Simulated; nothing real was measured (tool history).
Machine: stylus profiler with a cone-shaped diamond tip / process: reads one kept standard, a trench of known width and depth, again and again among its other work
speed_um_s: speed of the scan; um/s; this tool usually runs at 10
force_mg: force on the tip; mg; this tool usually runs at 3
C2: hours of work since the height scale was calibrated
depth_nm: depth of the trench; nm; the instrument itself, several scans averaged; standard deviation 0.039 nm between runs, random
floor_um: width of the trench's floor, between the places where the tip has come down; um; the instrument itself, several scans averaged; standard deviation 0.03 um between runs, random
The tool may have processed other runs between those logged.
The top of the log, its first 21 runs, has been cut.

Run 22, hour 1024.5: usual settings but speed_um_s 23 um/s, force_mg 2.58 mg; scans with this tip 14338; C2 807. Result: depth_nm 101.45 nm, floor_um 97.32 um.
Run 23, hour 1069.8: usual settings but speed_um_s 24 um/s, force_mg 2.06 mg; scans with this tip 14501; C2 843. Result: depth_nm 101.32 nm, floor_um 97.31 um.
Run 24, hour 1145.6: usual settings but speed_um_s 6 um/s, force_mg 5.47 mg; scans with this tip 14774; C2 901. Result: depth_nm 102.38 nm, floor_um 97.42 um.
Run 25, hour 1179.4: usual settings but speed_um_s 6 um/s, force_mg 5.47 mg; scans with this tip 14896; C2 928. Result: depth_nm 102.39 nm, floor_um 97.41 um.
Run 26, hour 1247.1: usual settings but speed_um_s 6 um/s, force_mg 5.47 mg; scans with this tip 15139; C2 980. Result: depth_nm 102.48 nm, floor_um 97.5 um.
Run 27, hour 1282.9: usual settings but speed_um_s 6 um/s, force_mg 5.47 mg; scans with this tip 15269; C2 1008. Result: depth_nm 102.38 nm, floor_um 97.43 um.
Run 28, hour 1342: usual settings but speed_um_s 7 um/s, force_mg 4.21 mg; scans with this tip 15482; C2 1054. Result: depth_nm 102.11 nm, floor_um 97.38 um.
Run 29, hour 1418.1: usual settings but speed_um_s 24 um/s, force_mg 5.19 mg; scans with this tip 15755; C2 1113. Result: depth_nm 102.37 nm, floor_um 97.33 um.
Run 30, hour 1486.6: usual settings but speed_um_s 15 um/s, force_mg 3.81 mg; scans with this tip 16002; C2 1166. Result: depth_nm 101.9 nm, floor_um 97.37 um.
Run 31, hour 1539.4: usual settings but speed_um_s 16 um/s, force_mg 6.53 mg; scans with this tip 16192; C2 1207. Result: depth_nm 102.78 nm, floor_um 97.35 um.
Run 32, hour 1582.4: usual settings but speed_um_s 35 um/s, force_mg 1.28 mg; scans with this tip 16347; C2 1240. Result: depth_nm 101.13 nm, floor_um 97.12 um.
Run 33, hour 1659.9: usual settings but speed_um_s 35 um/s, force_mg 1.28 mg; scans with this tip 16626; C2 1301. Result: depth_nm 101.14 nm, floor_um 97.1 um.
Run 34, hour 1709.7: usual settings but speed_um_s 5 um/s, force_mg 2.07 mg; scans with this tip 16806; C2 1339. Result: depth_nm 101.5 nm, floor_um 97.44 um.
Run 35, hour 1786.5: usual settings but speed_um_s 26 um/s, force_mg 5.08 mg; scans with this tip 17082; C2 1399. Result: depth_nm 102.4 nm, floor_um 97.31 um.
Run 36, hour 1832.6: usual settings but speed_um_s 14 um/s; scans with this tip 17248; C2 1435. Result: depth_nm 101.77 nm, floor_um 97.32 um.
Run 37, hour 1868.6: usual settings but speed_um_s 8 um/s, force_mg 7.68 mg; scans with this tip 17378; C2 1463. Result: depth_nm 103.05 nm, floor_um 97.38 um.
Run 38, hour 1939.3: usual settings but force_mg 6.41 mg; scans with this tip 17633; C2 1517. Result: depth_nm 102.7 nm, floor_um 97.37 um.
Run 39, hour 1995: usual settings but force_mg 6.41 mg; scans with this tip 17833; C2 1561. Result: depth_nm 102.83 nm, floor_um 97.33 um.
Run 40, hour 2038.5: usual settings but force_mg 6.41 mg; scans with this tip 17990; C2 1594. Result: depth_nm 102.72 nm, floor_um 97.26 um.
Run 41, hour 2087.4: usual settings but speed_um_s 6 um/s, force_mg 2.09 mg; scans with this tip 18166; C2 1632. Result: depth_nm 101.43 nm, floor_um 97.31 um.

What if the next run were any one of these 3? Each begins from the tool's condition after run 41:
Run A, hour 2118.8: usual settings but speed_um_s 19 um/s, force_mg 7.02 mg; scans with this tip 18279; C2 1657. Result: depth_nm ?, floor_um ?.
Run B, hour 2118.8: usual settings but speed_um_s 21 um/s, force_mg 2.09 mg; scans with this tip 18279; C2 1657. Result: depth_nm ?, floor_um ?.
Run C, hour 2118.8: usual settings but speed_um_s 2 um/s, force_mg 4.75 mg; scans with this tip 18279; C2 1657. Result: depth_nm ?, floor_um ?.

run  depth_nm  floor_um
  A    102.93     97.35
  B    101.48     97.22
  C    102.29     97.34
Had the tool no hidden state, the same runs would have come out as:
run  depth_nm  floor_um
  A     102.5        98
  B    101.06     97.87
  C    101.86     97.98

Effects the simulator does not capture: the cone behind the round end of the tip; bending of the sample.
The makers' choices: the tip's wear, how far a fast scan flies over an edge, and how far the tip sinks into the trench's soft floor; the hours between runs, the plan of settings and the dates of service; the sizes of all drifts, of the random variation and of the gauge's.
